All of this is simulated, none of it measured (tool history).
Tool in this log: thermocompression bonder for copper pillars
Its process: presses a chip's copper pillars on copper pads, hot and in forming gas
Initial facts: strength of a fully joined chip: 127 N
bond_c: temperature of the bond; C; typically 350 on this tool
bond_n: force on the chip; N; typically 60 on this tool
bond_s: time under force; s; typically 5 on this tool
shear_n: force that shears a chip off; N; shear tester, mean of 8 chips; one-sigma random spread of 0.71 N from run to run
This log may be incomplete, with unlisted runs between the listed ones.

run,hour,bond_c,bond_n,bond_s,shear_n
1,0.0,350,60,5,45.2
2,60.5,350,60,5,48.3
3,122.0,350,60,5,49.5
4,164.8,350,60,5,48.5
5,219.2,350,76,5,55.7
6,279.9,323,76,5,43.4
7,346.0,374,60,5,58.8
8,420.5,350,60,5,46.0
9,479.6,350,60,5,44.8
10,555.4,350,60,5,49.5
11,628.6,350,60,5,49.7
12,696.6,350,60,5,48.8
13,771.6,350,40,5,33.7
14,805.4,334,60,5,39.6
15,859.2,334,60,5,38.3
16,930.7,334,60,5,38.0
17,1007.1,350,60,5,50.1
18,1066.6,350,60,5,48.6
19,1148.7,350,60,4,45.9
20,1185.6,339,39,4,29.3
21,1233.9,339,39,4,28.3
22,1289.1,339,39,4,28.8
23,1342.6,339,47,10,47.7
24,1407.2,350,39,5,32.1
25,1462.6,350,39,5,35.3
26,1537.8,351,66,5,52.8
27,1617.6,351,66,5,51.6
28,1684.0,376,69,4,62.3
29,1730.7,350,41,8,42.0
30,1799.3,350,53,12,57.8
31,1861.2,350,53,12,56.1
32,1943.6,334,39,4,25.5
33,2002.9,352,40,12,51.3
34,2064.0,347,36,3,24.3
35,2098.3,372,56,4,52.1
36,2145.4,372,56,4,52.1
37,2223.5,342,67,5,46.2
38,2291.0,352,50,5,42.3

Taken out of this log: 7 entries between the listed runs. Where each belongs, and how the hidden state differs across it:
From run 1 to run 2: forming gas filter changed (hour 33.6)
  true temperature of the bond over the reading, C: 4 -> 4.1; force that reaches the chip, % of what is set: 94.7 -> 94.6; oxide that the forming gas leaves, % of the face: 10.1 -> 1.11
  measured result minus the result with no hidden state, shear_n: -4.7 -> -0.2 N
From run 9 to run 10: forming gas filter changed (hour 503.1)
  true temperature of the bond over the reading, C: 5.3 -> 5.5; force that reaches the chip, % of what is set: 93.9 -> 93.8; oxide that the forming gas leaves, % of the face: 10.06 -> 1.73
  measured result minus the result with no hidden state, shear_n: -4.5 -> -0.2 N
From run 16 to run 17: forming gas filter changed (hour 972.9)
  true temperature of the bond over the reading, C: 6.5 -> 6.8; force that reaches the chip, % of what is set: 93.2 -> 93; oxide that the forming gas leaves, % of the face: 9.8 -> 1.31
  measured result minus the result with no hidden state, shear_n: -3.1 -> +0.4 N
From run 18 to run 19: force cell calibrated (hour 1091.8)
  true temperature of the bond over the reading, C: 6.9 -> 7.1; force that reaches the chip, % of what is set: 92.9 -> 99.7; oxide that the forming gas leaves, % of the face: 2.45 -> 4.19
  measured result minus the result with no hidden state, shear_n: -0.2 -> +1.7 N
From run 23 to run 24: heater calibrated with a thermocouple chip (hour 1391.7)
  true temperature of the bond over the reading, C: 7.7 -> 0.1; force that reaches the chip, % of what is set: 99.3 -> 99.2; oxide that the forming gas leaves, % of the face: 8.28 -> 9.71
  measured result minus the result with no hidden state, shear_n: -0.2 -> -3.4 N
From run 24 to run 25: forming gas filter changed (hour 1443.9)
  true temperature of the bond over the reading, C: 0.1 -> 0.2; force that reaches the chip, % of what is set: 99.2 -> 99.1; oxide that the forming gas leaves, % of the face: 9.71 -> 0.86
  measured result minus the result with no hidden state, shear_n: -3.4 -> -0.3 N
From run 31 to run 32: forming gas filter changed (hour 1910.8)
  true temperature of the bond over the reading, C: 1.3 -> 1.5; force that reaches the chip, % of what is set: 98.5 -> 98.3; oxide that the forming gas leaves, % of the face: 9.42 -> 1.17
  measured result minus the result with no hidden state, shear_n: -5.4 -> +0.0 N

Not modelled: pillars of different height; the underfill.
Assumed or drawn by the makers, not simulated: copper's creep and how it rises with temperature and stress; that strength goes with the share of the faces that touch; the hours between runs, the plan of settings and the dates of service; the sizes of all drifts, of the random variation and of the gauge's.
